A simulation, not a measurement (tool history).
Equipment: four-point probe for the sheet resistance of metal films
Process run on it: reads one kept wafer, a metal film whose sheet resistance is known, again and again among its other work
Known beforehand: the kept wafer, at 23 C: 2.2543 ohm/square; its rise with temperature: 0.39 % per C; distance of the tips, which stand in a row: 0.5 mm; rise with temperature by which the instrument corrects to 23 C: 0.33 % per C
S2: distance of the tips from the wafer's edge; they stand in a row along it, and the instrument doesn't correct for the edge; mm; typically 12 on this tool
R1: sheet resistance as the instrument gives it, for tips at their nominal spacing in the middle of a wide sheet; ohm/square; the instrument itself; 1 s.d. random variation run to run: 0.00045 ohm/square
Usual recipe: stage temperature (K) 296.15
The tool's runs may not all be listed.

{"run": 1, "hour": 0.0, "stage temperature (K)": 296.15, "S2": 12, "R1": 2.268342}
{"run": 2, "hour": 26.0, "stage temperature (K)": 296.15, "S2": 12, "R1": 2.269503}
{"run": 3, "hour": 55.1, "stage temperature (K)": 291.15, "S2": 12, "R1": 2.26307}
{"run": 4, "hour": 73.5, "stage temperature (K)": 291.15, "S2": 12, "R1": 2.263257}
{"run": 5, "hour": 98.2, "stage temperature (K)": 296.15, "S2": 12, "R1": 2.269947}
{"run": 6, "hour": 121.6, "stage temperature (K)": 296.15, "S2": 12, "R1": 2.268739}
{"run": 7, "hour": 158.4, "stage temperature (K)": 296.15, "S2": 38, "R1": 2.267497}
{"hour": 161.7, "done": "stage's thermometer calibrated"}
{"run": 8, "hour": 195.6, "stage temperature (K)": 294.15, "S2": 16, "R1": 2.267003}
{"run": 9, "hour": 212.8, "stage temperature (K)": 294.15, "S2": 16, "R1": 2.266436}
{"run": 10, "hour": 233.9, "stage temperature (K)": 302.15, "S2": 6, "R1": 2.283167}
{"run": 11, "hour": 260.5, "stage temperature (K)": 301.15, "S2": 24, "R1": 2.274478}

Consider 4 possible next runs. They are alternatives, not a sequence: every one starts from the tool as it was left by run 11. What does each give?
{"hour": 291.3, "done": "stage's thermometer calibrated, once more"}
{"run": "A", "hour": 293.4, "stage temperature (K)": 300.15, "S2": 73, "R1": "?"}
{"hour": 291.3, "done": "stage's thermometer calibrated, once more"}
{"run": "B", "hour": 293.4, "stage temperature (K)": 296.15, "S2": 12, "R1": "?"}
{"hour": 291.3, "done": "stage's thermometer calibrated, once more"}
{"run": "C", "hour": 293.4, "stage temperature (K)": 293.15, "S2": 3, "R1": "?"}
{"hour": 291.3, "done": "stage's thermometer calibrated, once more"}
{"run": "D", "hour": 293.4, "stage temperature (K)": 291.15, "S2": 54, "R1": "?"}

run=A R1=2.273956
run=B R1=2.270857
run=C R1=2.298463
run=D R1=2.262238
With no hidden state in the tool, these same runs would have given:
run=A R1=2.259586
run=B R1=2.2565
run=C R1=2.283942
run=D R1=2.247926

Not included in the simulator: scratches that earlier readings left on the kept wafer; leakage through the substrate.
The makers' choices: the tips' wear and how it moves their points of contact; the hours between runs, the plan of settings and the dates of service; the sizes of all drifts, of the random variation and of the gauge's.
